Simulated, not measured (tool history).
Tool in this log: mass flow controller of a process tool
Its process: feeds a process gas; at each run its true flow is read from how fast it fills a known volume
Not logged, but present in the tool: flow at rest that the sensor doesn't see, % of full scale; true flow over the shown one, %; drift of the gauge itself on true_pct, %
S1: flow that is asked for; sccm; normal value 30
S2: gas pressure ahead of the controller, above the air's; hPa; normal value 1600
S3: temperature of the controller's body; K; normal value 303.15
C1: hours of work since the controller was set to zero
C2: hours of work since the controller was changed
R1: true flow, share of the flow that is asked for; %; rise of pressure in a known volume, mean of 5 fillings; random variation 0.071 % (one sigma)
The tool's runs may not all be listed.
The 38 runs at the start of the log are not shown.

{"run": 39, "hour": 10416.6, "S1": 16, "S2": 2380, "S3": 302.15, "C1": 1329, "C2": 8050, "R1": 98.34}
{"run": 40, "hour": 10742.1, "S1": 50, "S2": 1600, "S3": 303.15, "C1": 1440, "C2": 8161, "R1": 99.53}
{"run": 41, "hour": 10962.9, "S1": 34, "S2": 2390, "S3": 303.15, "C1": 1515, "C2": 8236, "R1": 98.82}
{"run": 42, "hour": 11132.9, "S1": 9, "S2": 1620, "S3": 309.15, "C1": 1573, "C2": 8294, "R1": 98.97}
{"run": 43, "hour": 11483.9, "S1": 49, "S2": 1800, "S3": 303.15, "C1": 1692, "C2": 8413, "R1": 99.37}
{"run": 44, "hour": 11766.6, "S1": 49, "S2": 1800, "S3": 297.15, "C1": 1788, "C2": 8509, "R1": 98.75}
{"run": 45, "hour": 12061.3, "S1": 17, "S2": 2650, "S3": 297.15, "C1": 1888, "C2": 8609, "R1": 97.45}
{"run": 46, "hour": 12286.5, "S1": 30, "S2": 2610, "S3": 303.15, "C1": 1965, "C2": 8686, "R1": 98.54}
{"run": 47, "hour": 12595.6, "S1": 37, "S2": 1740, "S3": 303.15, "C1": 2070, "C2": 8791, "R1": 99.27}

Run 48, settings as shown, results not yet in. Your forecast:
{"run": 48, "hour": 12747.9, "S1": 37, "S2": 1740, "S3": 303.15, "C1": 2122, "C2": 8843, "R1": "?"}

R1: 99.03 %
Take away the tool's hidden state, keep the run-to-run variation as it was, and the same run would have given R1 100.46 %.
